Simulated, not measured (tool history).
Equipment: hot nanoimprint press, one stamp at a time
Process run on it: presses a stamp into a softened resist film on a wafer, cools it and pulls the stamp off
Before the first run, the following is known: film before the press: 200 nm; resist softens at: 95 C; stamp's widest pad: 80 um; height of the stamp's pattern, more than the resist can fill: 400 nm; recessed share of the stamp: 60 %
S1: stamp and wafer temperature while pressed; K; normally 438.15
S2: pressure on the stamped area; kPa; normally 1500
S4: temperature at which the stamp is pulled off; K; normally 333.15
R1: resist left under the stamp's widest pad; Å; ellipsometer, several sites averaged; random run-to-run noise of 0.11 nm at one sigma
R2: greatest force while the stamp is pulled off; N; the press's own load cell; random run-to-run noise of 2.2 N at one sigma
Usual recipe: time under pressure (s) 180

run 1 hour=0 | S1=438.15 S2=1500 time_under_pressure_(s)=180 S4=333.15 | R1=878 R2=160
run 2 hour=20.2 | S1=438.15 S2=1500 time_under_pressure_(s)=180 S4=332.15 | R1=877 R2=158
run 3 hour=54 | S1=438.15 S2=1500 time_under_pressure_(s)=180 S4=333.15 | R1=877 R2=165
run 4 hour=91.9 | S1=438.15 S2=1500 time_under_pressure_(s)=180 S4=333.15 | R1=877 R2=162
run 5 hour=118.9 | S1=438.15 S2=1500 time_under_pressure_(s)=180 S4=333.15 | R1=877 R2=163
run 6 hour=158.1 | S1=438.15 S2=1500 time_under_pressure_(s)=180 S4=333.15 | R1=875 R2=159
-- hour=184.9 press's hydraulic seals changed and the load cell set to zero
run 7 hour=184.9 | S1=440.15 S2=1500 time_under_pressure_(s)=180 S4=333.15 | R1=803 R2=164
run 8 hour=214.5 | S1=440.15 S2=1500 time_under_pressure_(s)=242 S4=333.15 | R1=727 R2=164
-- hour=249 stamp cleaned and given a new release coat
run 9 hour=249.7 | S1=440.15 S2=1500 time_under_pressure_(s)=242 S4=333.15 | R1=725 R2=142
-- hour=277.8 plate thermocouple calibrated
run 10 hour=287.7 | S1=440.15 S2=1500 time_under_pressure_(s)=242 S4=333.15 | R1=720 R2=140
run 11 hour=329.6 | S1=440.15 S2=1500 time_under_pressure_(s)=242 S4=333.15 | R1=718 R2=139
run 12 hour=364.9 | S1=440.15 S2=1500 time_under_pressure_(s)=242 S4=333.15 | R1=720 R2=141
run 13 hour=394.8 | S1=440.15 S2=1500 time_under_pressure_(s)=242 S4=333.15 | R1=720 R2=144
-- hour=412.4 plate thermocouple calibrated, once more
run 14 hour=418.1 | S1=440.15 S2=1500 time_under_pressure_(s)=242 S4=333.15 | R1=740 R2=149
run 15 hour=460.1 | S1=440.15 S2=1500 time_under_pressure_(s)=242 S4=333.15 | R1=741 R2=150

The next listed run, before its measurement:
run 16 hour=503.3 | S1=440.15 S2=1630 time_under_pressure_(s)=94 S4=333.15 | R1=? R2=?

{"run 16": {"R1": 965, "R2": 151}}
On a tool with no hidden condition, and with the same random variation, this run would have come out at R1 969 Å, R2 143 N.

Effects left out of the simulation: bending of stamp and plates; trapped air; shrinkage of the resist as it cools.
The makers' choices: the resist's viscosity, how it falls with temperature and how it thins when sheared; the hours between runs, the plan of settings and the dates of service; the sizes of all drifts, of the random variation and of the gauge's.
